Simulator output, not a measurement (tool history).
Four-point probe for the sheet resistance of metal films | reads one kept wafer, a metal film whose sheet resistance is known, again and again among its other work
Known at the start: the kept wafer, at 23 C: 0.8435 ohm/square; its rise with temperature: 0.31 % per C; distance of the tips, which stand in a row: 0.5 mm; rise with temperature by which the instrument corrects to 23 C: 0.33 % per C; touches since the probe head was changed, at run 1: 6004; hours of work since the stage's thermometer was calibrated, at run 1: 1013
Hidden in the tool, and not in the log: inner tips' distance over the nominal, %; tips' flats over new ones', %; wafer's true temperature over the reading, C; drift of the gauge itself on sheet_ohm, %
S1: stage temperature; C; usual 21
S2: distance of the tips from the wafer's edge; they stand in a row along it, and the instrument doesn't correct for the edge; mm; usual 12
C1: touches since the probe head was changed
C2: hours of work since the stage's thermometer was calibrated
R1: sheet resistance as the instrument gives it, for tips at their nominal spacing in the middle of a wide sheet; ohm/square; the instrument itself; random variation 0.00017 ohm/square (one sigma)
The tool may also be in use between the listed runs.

| run | hour | S1 | S2 | C1 | C2 | R1 |
|---|---|---|---|---|---|---|
| 1 | 0 | 21 | 12 | 6004 | 1013 | 0.844426 |
| 2 | 20.9 | 21 | 12 | 6290 | 1026 | 0.844475 |
| 3 | 53 | 21 | 12 | 6727 | 1045 | 0.844599 |
| 4 | 82 | 21 | 12 | 7123 | 1063 | 0.844649 |
| 5 | 104.9 | 21 | 12 | 7436 | 1077 | 0.844386 |
| 6 | 133 | 21 | 12 | 7819 | 1094 | 0.844371 |
| 7 | 156.3 | 21 | 12 | 8137 | 1109 | 0.844505 |
| 8 | 179.5 | 21 | 5 | 8454 | 1123 | 0.848177 |
| 9 | 201.9 | 21 | 5 | 8760 | 1137 | 0.848303 |
| 10 | 220.9 | 27 | 12 | 9019 | 1148 | 0.84386 |
| 11 | 235.1 | 27 | 12 | 9212 | 1157 | 0.843531 |
| 12 | 264.8 | 21 | 30 | 9617 | 1175 | 0.843579 |
| 13 | 295.2 | 21 | 30 | 10032 | 1194 | 0.843637 |
| 14 | 329.9 | 21 | 30 | 10506 | 1215 | 0.843809 |
| 15 | 358 | 21 | 30 | 10889 | 1232 | 0.843649 |
| 16 | 373.1 | 27 | 12 | 11095 | 1242 | 0.843795 |
| 17 | 403.6 | 21 | 12 | 11511 | 1260 | 0.844621 |
| 18 | 435.2 | 20 | 12 | 11942 | 1280 | 0.844542 |
| 19 | 455.2 | 21 | 12 | 12215 | 1292 | 0.84458 |
| 20 | 470.6 | 21 | 12 | 12426 | 1302 | 0.844203 |
| 21 | 502.6 | 21 | 12 | 12862 | 1321 | 0.844673 |
| 22 | 532.7 | 21 | 12 | 13272 | 1340 | 0.844564 |
| 23 | 560.6 | 20 | 12 | 13654 | 1357 | 0.844438 |
| 24 | 580.6 | 20 | 12 | 13926 | 1369 | 0.844678 |
| 25 | 602.3 | 20 | 12 | 14222 | 1382 | 0.844239 |
| 26 | 616.3 | 33 | 60 | 14413 | 1391 | 0.84252 |
| 27 | 636.7 | 23 | 6 | 14692 | 1403 | 0.846442 |
| 28 | 671.4 | 23 | 14 | 15165 | 1425 | 0.84411 |
| 29 | 686.5 | 23 | 4 | 15371 | 1434 | 0.850636 |
| 30 | 703.6 | 20 | 21 | 15605 | 1444 | 0.844108 |
| 31 | 720.1 | 20 | 7 | 15829 | 1455 | 0.84625 |
| 32 | 738.4 | 20 | 7 | 16079 | 1466 | 0.845986 |
| 33 | 770.2 | 26 | 41 | 16513 | 1485 | 0.843324 |
| 34 | 805.1 | 31 | 41 | 16989 | 1507 | 0.84254 |
| 35 | 839.1 | 28 | 3 | 17453 | 1528 | 0.855253 |
| 36 | 865.7 | 26 | 5 | 17816 | 1544 | 0.8477 |
| 37 | 889.3 | 26 | 5 | 18138 | 1558 | 0.847975 |
| 38 | 911.1 | 25 | 30 | 18435 | 1572 | 0.843375 |
| 39 | 931.9 | 21 | 15 | 18719 | 1585 | 0.844194 |
| 40 | 958.3 | 32 | 7 | 19079 | 1601 | 0.844737 |
| 41 | 988.6 | 32 | 6 | 19493 | 1619 | 0.845707 |
| 42 | 1023 | 34 | 5 | 19962 | 1640 | 0.846969 |
| 43 | 1041.8 | 20 | 12 | 20220 | 1652 | 0.844478 |
| 44 | 1073.5 | 20 | 4 | 20651 | 1671 | 0.850677 |
| 45 | 1105.9 | 19 | 11 | 21094 | 1691 | 0.844692 |

Forecast each of these 4 alternatives for the next run:
| A | 1129.4 | 29 | 11 | 21414 | 1706 | ? |
| B | 1129.4 | 33 | 9 | 21414 | 1706 | ? |
| C | 1129.4 | 22 | 23 | 21414 | 1706 | ? |
| D | 1129.4 | 30 | 10 | 21414 | 1706 | ? |

| run | R1 |
|---|---|
| A | 0.84373 |
| B | 0.843901 |
| C | 0.844004 |
| D | 0.843874 |
Without the tool's hidden state the same runs would have given:
| run | R1 |
|---|---|
| A | 0.843758 |
| B | 0.843929 |
| C | 0.844032 |
| D | 0.843902 |
